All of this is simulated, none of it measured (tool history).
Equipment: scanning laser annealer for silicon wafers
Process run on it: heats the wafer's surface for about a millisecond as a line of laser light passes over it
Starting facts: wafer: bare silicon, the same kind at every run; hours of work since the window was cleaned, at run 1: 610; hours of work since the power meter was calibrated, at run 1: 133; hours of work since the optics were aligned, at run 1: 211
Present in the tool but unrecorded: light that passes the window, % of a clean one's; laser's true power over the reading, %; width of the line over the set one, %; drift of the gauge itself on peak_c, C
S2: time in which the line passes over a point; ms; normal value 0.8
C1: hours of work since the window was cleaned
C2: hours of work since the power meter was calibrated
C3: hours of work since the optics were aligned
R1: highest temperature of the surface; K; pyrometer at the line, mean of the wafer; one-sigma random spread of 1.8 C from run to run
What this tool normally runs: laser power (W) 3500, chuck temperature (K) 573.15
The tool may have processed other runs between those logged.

{"run": 1, "hour": 0.0, "laser power (W)": 3500, "S2": 0.8, "chuck temperature (K)": 573.15, "C1": 610, "C2": 133, "C3": 211, "R1": 1297.15}
{"run": 2, "hour": 84.9, "laser power (W)": 3343, "S2": 0.8, "chuck temperature (K)": 573.15, "C1": 665, "C2": 189, "C3": 267, "R1": 1261.15}
{"run": 3, "hour": 131.0, "laser power (W)": 3343, "S2": 0.8, "chuck temperature (K)": 573.15, "C1": 695, "C2": 218, "C3": 296, "R1": 1260.15}
{"run": 4, "hour": 189.3, "laser power (W)": 3500, "S2": 0.776, "chuck temperature (K)": 573.15, "C1": 733, "C2": 256, "C3": 334, "R1": 1278.15}
{"hour": 270.8, "done": "window over the wafer cleaned"}
{"run": 5, "hour": 276.3, "laser power (W)": 3500, "S2": 0.776, "chuck temperature (K)": 574.15, "C1": 4, "C2": 311, "C3": 389, "R1": 1303.15}
{"run": 6, "hour": 330.3, "laser power (W)": 3500, "S2": 0.776, "chuck temperature (K)": 574.15, "C1": 39, "C2": 346, "C3": 424, "R1": 1301.15}
{"run": 7, "hour": 369.4, "laser power (W)": 3500, "S2": 0.776, "chuck temperature (K)": 574.15, "C1": 64, "C2": 372, "C3": 450, "R1": 1298.15}
{"run": 8, "hour": 405.5, "laser power (W)": 3500, "S2": 0.776, "chuck temperature (K)": 574.15, "C1": 87, "C2": 395, "C3": 473, "R1": 1298.15}
{"run": 9, "hour": 477.5, "laser power (W)": 3500, "S2": 0.8, "chuck temperature (K)": 566.15, "C1": 134, "C2": 442, "C3": 520, "R1": 1299.15}
{"run": 10, "hour": 547.6, "laser power (W)": 3500, "S2": 0.8, "chuck temperature (K)": 566.15, "C1": 180, "C2": 487, "C3": 565, "R1": 1297.15}
{"run": 11, "hour": 623.0, "laser power (W)": 3500, "S2": 0.8, "chuck temperature (K)": 566.15, "C1": 228, "C2": 536, "C3": 614, "R1": 1291.15}
{"run": 12, "hour": 696.7, "laser power (W)": 3500, "S2": 0.8, "chuck temperature (K)": 593.15, "C1": 276, "C2": 584, "C3": 662, "R1": 1316.15}
{"run": 13, "hour": 765.4, "laser power (W)": 3500, "S2": 0.8, "chuck temperature (K)": 573.15, "C1": 321, "C2": 629, "C3": 707, "R1": 1296.15}
{"run": 14, "hour": 812.1, "laser power (W)": 3500, "S2": 0.8, "chuck temperature (K)": 573.15, "C1": 351, "C2": 659, "C3": 737, "R1": 1293.15}
{"hour": 826.5, "done": "optics aligned, line set to its width"}
{"run": 15, "hour": 882.1, "laser power (W)": 3500, "S2": 0.67, "chuck temperature (K)": 573.15, "C1": 393, "C2": 701, "C3": 36, "R1": 1236.15}
{"run": 16, "hour": 951.8, "laser power (W)": 3500, "S2": 0.67, "chuck temperature (K)": 573.15, "C1": 438, "C2": 746, "C3": 81, "R1": 1233.15}
{"run": 17, "hour": 1002.9, "laser power (W)": 3228, "S2": 0.888, "chuck temperature (K)": 597.15, "C1": 472, "C2": 779, "C3": 114, "R1": 1307.15}
{"run": 18, "hour": 1084.6, "laser power (W)": 3228, "S2": 0.888, "chuck temperature (K)": 597.15, "C1": 525, "C2": 832, "C3": 167, "R1": 1302.15}
{"run": 19, "hour": 1164.1, "laser power (W)": 3228, "S2": 0.888, "chuck temperature (K)": 597.15, "C1": 576, "C2": 884, "C3": 219, "R1": 1300.15}
{"run": 20, "hour": 1250.6, "laser power (W)": 3417, "S2": 0.733, "chuck temperature (K)": 549.15, "C1": 632, "C2": 940, "C3": 275, "R1": 1216.15}
{"run": 21, "hour": 1316.9, "laser power (W)": 3035, "S2": 0.576, "chuck temperature (K)": 597.15, "C1": 675, "C2": 983, "C3": 318, "R1": 1118.15}
{"run": 22, "hour": 1356.5, "laser power (W)": 3102, "S2": 0.929, "chuck temperature (K)": 569.15, "C1": 701, "C2": 1009, "C3": 344, "R1": 1255.15}
{"run": 23, "hour": 1399.2, "laser power (W)": 3111, "S2": 0.8, "chuck temperature (K)": 599.15, "C1": 729, "C2": 1036, "C3": 371, "R1": 1229.15}
{"run": 24, "hour": 1445.7, "laser power (W)": 3111, "S2": 0.8, "chuck temperature (K)": 599.15, "C1": 759, "C2": 1067, "C3": 402, "R1": 1234.15}
{"hour": 1491.0, "done": "window over the wafer cleaned"}
{"run": 25, "hour": 1521.1, "laser power (W)": 2989, "S2": 0.673, "chuck temperature (K)": 534.15, "C1": 20, "C2": 1114, "C3": 449, "R1": 1108.15}
{"run": 26, "hour": 1597.3, "laser power (W)": 2989, "S2": 0.673, "chuck temperature (K)": 534.15, "C1": 69, "C2": 1164, "C3": 499, "R1": 1103.15}
{"run": 27, "hour": 1651.6, "laser power (W)": 3388, "S2": 0.844, "chuck temperature (K)": 534.15, "C1": 104, "C2": 1199, "C3": 534, "R1": 1262.15}
{"run": 28, "hour": 1717.2, "laser power (W)": 3500, "S2": 0.579, "chuck temperature (K)": 573.15, "C1": 147, "C2": 1241, "C3": 576, "R1": 1191.15}
{"run": 29, "hour": 1799.8, "laser power (W)": 3687, "S2": 0.8, "chuck temperature (K)": 573.15, "C1": 200, "C2": 1295, "C3": 630, "R1": 1337.15}
{"run": 30, "hour": 1888.8, "laser power (W)": 3687, "S2": 0.8, "chuck temperature (K)": 573.15, "C1": 258, "C2": 1353, "C3": 688, "R1": 1333.15}
{"hour": 1975.3, "done": "optics aligned, line set to its width"}
{"run": 31, "hour": 1975.3, "laser power (W)": 3687, "S2": 0.8, "chuck temperature (K)": 573.15, "C1": 311, "C2": 1405, "C3": 0, "R1": 1341.15}

What if the next run were any one of these 5? Each begins from the tool's condition after run 31:
{"run": "A", "hour": 2016.9, "laser power (W)": 3362, "S2": 0.8, "chuck temperature (K)": 573.15, "C1": 338, "C2": 1432, "C3": 27, "R1": "?"}
{"run": "B", "hour": 2016.9, "laser power (W)": 3500, "S2": 0.8, "chuck temperature (K)": 534.15, "C1": 338, "C2": 1432, "C3": 27, "R1": "?"}
{"run": "C", "hour": 2016.9, "laser power (W)": 3687, "S2": 0.8, "chuck temperature (K)": 609.15, "C1": 338, "C2": 1432, "C3": 27, "R1": "?"}
{"run": "D", "hour": 2016.9, "laser power (W)": 3045, "S2": 0.821, "chuck temperature (K)": 560.15, "C1": 338, "C2": 1432, "C3": 27, "R1": "?"}
{"run": "E", "hour": 2016.9, "laser power (W)": 3687, "S2": 0.866, "chuck temperature (K)": 573.15, "C1": 338, "C2": 1432, "C3": 27, "R1": "?"}

run=A R1=1275.15
run=B R1=1267.15
run=C R1=1378.15
run=D R1=1203.15
run=E R1=1377.15
What these runs would have given with no unlogged condition in the tool:
run=A R1=1292.15
run=B R1=1285.15
run=C R1=1396.15
run=D R1=1219.15
run=E R1=1397.15

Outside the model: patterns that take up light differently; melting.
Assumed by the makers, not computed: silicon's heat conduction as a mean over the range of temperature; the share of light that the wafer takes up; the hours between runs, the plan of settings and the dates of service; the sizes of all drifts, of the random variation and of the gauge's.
